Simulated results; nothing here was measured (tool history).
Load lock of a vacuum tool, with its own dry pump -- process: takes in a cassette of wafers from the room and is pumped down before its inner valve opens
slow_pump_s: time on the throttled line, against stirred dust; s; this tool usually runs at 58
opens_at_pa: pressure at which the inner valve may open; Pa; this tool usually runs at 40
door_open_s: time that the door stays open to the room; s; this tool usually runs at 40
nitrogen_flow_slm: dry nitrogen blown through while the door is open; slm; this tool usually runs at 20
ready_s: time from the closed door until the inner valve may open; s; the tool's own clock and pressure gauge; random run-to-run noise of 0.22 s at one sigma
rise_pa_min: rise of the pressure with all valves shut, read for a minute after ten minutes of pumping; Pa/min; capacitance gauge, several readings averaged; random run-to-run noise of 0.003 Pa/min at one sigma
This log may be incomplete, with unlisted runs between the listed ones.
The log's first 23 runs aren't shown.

run      day  slow_pump_s  opens_at_pa  door_open_s  nitrogen_flow_slm  incoming humidity of the room's air, %  ready_s  rise_pa_min
 24   83.458          107           34          130                  8                                    42.5    130.3        0.048
 25   86.658           88           40          132                  7                                    45.4    112.6        0.051
 26   89.392           58           40           79                 20                                    43.1     86.7        0.029
 27     92.3           41           40           40                 16                                    50.4     72.2        0.029
 28   95.096           84           40          207                 10                                      44    108.8        0.057
 29   98.996           84           40          207                 10                                    44.6    109.3        0.052
 30  103.996           84           40          207                 10                                    42.9    109.3        0.049
 31  108.367          110           40           40                 20                                    45.3    131.6        0.027
 32  111.617          110           38           69                 20                                    46.9    132.5        0.025
 33  116.508           42           38           69                 17                                    43.5     73.4        0.032
 34  118.846           42           47           69                  7                                    43.3     72.4        0.041
 35  121.921           42           47           69                  7                                      46       72        0.044
 36  124.283           74           32           33                 35                                    41.5    101.8        0.018
 37  126.412           46           75          112                 26                                    46.1     73.9         0.03

Predict each of these 4 candidate next runs independently; none follows another, all start after run 37:
  A  129.329           46           75           31                 18                                    46.4        ?            ?
  B  129.329          113           55           40                 20                                      45        ?            ?
  C  129.329           75           38           25                 26                                      42        ?            ?
  D  129.329           58           40           65                 20                                    42.8        ?            ?

run  ready_s  rise_pa_min
  A     73.5        0.026
  B    133.1        0.031
  C    101.8        0.024
  D     86.9        0.028
Take away the tool's hidden state, keep each run's random variation, and the runs would have read:
run  ready_s  rise_pa_min
  A     73.2        0.012
  B    132.8        0.017
  C    101.5         0.01
  D     86.6        0.014

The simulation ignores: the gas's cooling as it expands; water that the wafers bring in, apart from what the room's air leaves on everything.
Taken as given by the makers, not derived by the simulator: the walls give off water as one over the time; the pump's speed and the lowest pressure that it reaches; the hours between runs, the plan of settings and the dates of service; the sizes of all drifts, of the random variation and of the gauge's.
